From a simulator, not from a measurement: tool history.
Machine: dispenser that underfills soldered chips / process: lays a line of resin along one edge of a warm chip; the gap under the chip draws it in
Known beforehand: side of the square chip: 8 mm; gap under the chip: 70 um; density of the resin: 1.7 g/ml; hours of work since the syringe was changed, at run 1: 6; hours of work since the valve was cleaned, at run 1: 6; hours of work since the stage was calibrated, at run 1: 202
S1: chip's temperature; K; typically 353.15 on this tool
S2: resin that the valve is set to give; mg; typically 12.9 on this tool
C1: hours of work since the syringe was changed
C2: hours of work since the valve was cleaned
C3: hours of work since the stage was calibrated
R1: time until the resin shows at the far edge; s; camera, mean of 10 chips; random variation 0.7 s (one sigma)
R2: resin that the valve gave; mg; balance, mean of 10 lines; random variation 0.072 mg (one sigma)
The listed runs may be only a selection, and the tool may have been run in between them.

| run | hour | S1 | S2 | C1 | C2 | C3 | R1 | R2 |
|---|---|---|---|---|---|---|---|---|
| 1 | 0.0 | 353.15 | 12.9 | 6 | 6 | 202 | 95.0 | 12.83 |
|  | 5.7 | new syringe of resin |
| 2 | 9.8 | 359.15 | 12.9 | 3 | 12 | 207 | 56.2 | 12.78 |
| 3 | 15.5 | 355.15 | 12.9 | 6 | 16 | 211 | 83.1 | 12.59 |
|  | 21.9 | new syringe of resin |
| 4 | 21.9 | 349.15 | 12.9 | 0 | 19 | 215 | 81.4 | 12.75 |
| 5 | 31.3 | 353.15 | 12.9 | 6 | 25 | 220 | 90.5 | 12.68 |
|  | 37.4 | new syringe of resin |
| 6 | 41.0 | 353.15 | 16.0 | 2 | 31 | 226 | 73.8 | 15.53 |
| 7 | 48.9 | 353.15 | 16.0 | 7 | 36 | 231 | 98.1 | 15.57 |
|  | 53.4 | new syringe of resin |
| 8 | 58.6 | 353.15 | 14.9 | 3 | 41 | 237 | 78.4 | 14.43 |
| 9 | 67.8 | 353.15 | 12.9 | 9 | 47 | 242 | 107.1 | 12.29 |
|  | 69.0 | new syringe of resin |
| 10 | 79.5 | 358.15 | 12.9 | 6 | 54 | 249 | 74.8 | 12.47 |
|  | 84.6 | new syringe of resin |
| 11 | 87.6 | 358.15 | 12.9 | 2 | 59 | 254 | 57.5 | 12.14 |
| 12 | 93.3 | 358.15 | 12.9 | 5 | 62 | 258 | 71.8 | 12.21 |
|  | 100.6 | new syringe of resin |
| 13 | 101.4 | 353.15 | 12.9 | 1 | 67 | 262 | 68.6 | 12.33 |
| 14 | 108.2 | 353.15 | 12.9 | 5 | 71 | 266 | 86.4 | 12.03 |
|  | 117.0 | new syringe of resin |
| 15 | 117.1 | 353.15 | 14.8 | 0 | 76 | 272 | 64.9 | 13.84 |
| 16 | 124.1 | 358.15 | 12.8 | 4 | 81 | 276 | 65.7 | 11.99 |
|  | 132.7 | new syringe of resin |
| 17 | 133.3 | 358.15 | 12.8 | 0 | 86 | 281 | 52.8 | 12.02 |
| 18 | 144.8 | 349.15 | 12.9 | 7 | 93 | 288 | 122.8 | 12.00 |
|  | 148.9 | new syringe of resin |
|  | 151.3 | dispensing valve cleaned and set on the balance |
| 19 | 156.2 | 359.15 | 13.0 | 4 | 3 | 295 | 60.8 | 12.90 |
| 20 | 164.7 | 338.15 | 14.1 | 9 | 8 | 300 | 247.8 | 14.04 |
|  | 165.9 | new syringe of resin |
| 21 | 171.7 | 348.15 | 11.8 | 4 | 12 | 304 | 105.7 | 11.67 |
|  | 181.9 | new syringe of resin |
| 22 | 181.9 | 339.15 | 13.0 | 0 | 18 | 310 | 139.1 | 12.74 |
| 23 | 189.4 | 352.15 | 13.4 | 5 | 23 | 314 | 88.6 | 13.15 |
| 24 | 197.1 | 360.15 | 13.2 | 9 | 28 | 319 | 77.4 | 12.92 |
|  | 198.4 | new syringe of resin |
| 25 | 203.0 | 363.15 | 15.1 | 3 | 31 | 323 | 47.3 | 14.71 |
| 26 | 212.2 | 351.15 | 11.5 | 8 | 37 | 328 | 122.3 | 11.08 |
|  | 214.2 | new syringe of resin |
| 27 | 222.0 | 355.15 | 11.7 | 5 | 42 | 334 | 82.4 | 11.21 |
| 28 | 228.3 | 355.15 | 11.7 | 9 | 46 | 338 | 102.2 | 11.12 |
|  | 229.7 | new syringe of resin |
| 29 | 236.6 | 353.15 | 16.5 | 4 | 51 | 343 | 84.7 | 15.72 |
| 30 | 243.3 | 367.15 | 16.5 | 8 | 55 | 347 | 52.9 | 15.78 |

Each row is a separate what-if for the run after 30, all from the same tool condition, not one after another. Results?
|  | 245.3 | new syringe of resin |
| A | 248.8 | 361.15 | 13.3 | 2 | 58 | 350 | ? | ? |
|  | 245.3 | new syringe of resin |
| B | 248.8 | 366.15 | 13.3 | 2 | 58 | 350 | ? | ? |
|  | 245.3 | new syringe of resin |
| C | 248.8 | 343.15 | 14.1 | 2 | 58 | 350 | ? | ? |
|  | 245.3 | new syringe of resin |
| D | 248.8 | 353.15 | 14.4 | 2 | 58 | 350 | ? | ? |
|  | 245.3 | new syringe of resin |
| E | 248.8 | 367.15 | 14.0 | 2 | 58 | 350 | ? | ? |

| run | R1 | R2 |
|---|---|---|
| A | 51.8 | 12.60 |
| B | 40.2 | 12.66 |
| C | 129.6 | 13.46 |
| D | 77.3 | 13.86 |
| E | 38.1 | 13.31 |
Without the tool's hidden state the same runs would have given:
| run | R1 | R2 |
|---|---|---|
| A | 43.0 | 13.24 |
| B | 33.4 | 13.29 |
| C | 106.7 | 14.13 |
| D | 63.9 | 14.55 |
| E | 31.6 | 13.98 |

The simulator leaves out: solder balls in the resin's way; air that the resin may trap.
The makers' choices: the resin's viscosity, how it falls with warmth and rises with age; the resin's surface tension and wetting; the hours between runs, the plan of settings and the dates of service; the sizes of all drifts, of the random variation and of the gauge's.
